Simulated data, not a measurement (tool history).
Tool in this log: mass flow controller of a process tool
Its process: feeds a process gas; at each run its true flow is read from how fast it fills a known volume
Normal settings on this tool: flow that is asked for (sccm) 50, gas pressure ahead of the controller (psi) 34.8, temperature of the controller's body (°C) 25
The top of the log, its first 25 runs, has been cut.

run,hour,flow that is asked for (sccm),gas pressure ahead of the controller (psi),temperature of the controller's body (°C),hours of work since the controller was set to zero,hours of work since the controller was changed,true flow (%)
26,9966.3,50,27.8,21,1266,1266,98.07
27,10460.8,13,34.8,25,1640,1640,94.78
28,10944.1,13,34.8,25,2006,2006,93.83
29,11213.3,18,36.7,28,2210,2210,94.51
30,11492.2,25,26,22,2422,2422,94.93
31,11848.9,25,26,22,2692,2692,94.55
32,12097.5,25,26,22,2880,2880,94.34
33,12452.7,34,23.6,37,3150,3150,94.01
34,12782.9,34,23.6,37,3400,3400,93.49
35,13000.7,64,31.6,29,3565,3565,95.82
36,13387.4,50,34.8,23,3858,3858,95.39
37,13714.4,41,34.8,21,4106,4106,94.58
# hour 14006.3: controller's zero set anew
38,14254.5,74,21.5,29,188,4515,96.26
39,14561.2,50,31.8,22,420,4747,96.51
40,14974,50,31.8,22,733,5060,96
# hour 15328.2: controller exchanged for a calibrated one
41,15450.4,85,23.9,36,93,93,99.2

What if the next run were any one of these 5? Each begins from the tool's condition after run 41:
A,15705.2,50,34.8,21,286,286,?
B,15705.2,50,21.3,40,286,286,?
C,15705.2,32,37.4,29,286,286,?
D,15705.2,24,28,21,286,286,?
E,15705.2,94,23.9,36,286,286,?

run,true flow (%)
A,99.61
B,98.13
C,98.94
D,98.86
E,99.23
Take away the tool's hidden state, keep each run's random variation, and the runs would have read:
run,true flow (%)
A,99.67
B,98.19
C,99.09
D,99.09
E,99.21

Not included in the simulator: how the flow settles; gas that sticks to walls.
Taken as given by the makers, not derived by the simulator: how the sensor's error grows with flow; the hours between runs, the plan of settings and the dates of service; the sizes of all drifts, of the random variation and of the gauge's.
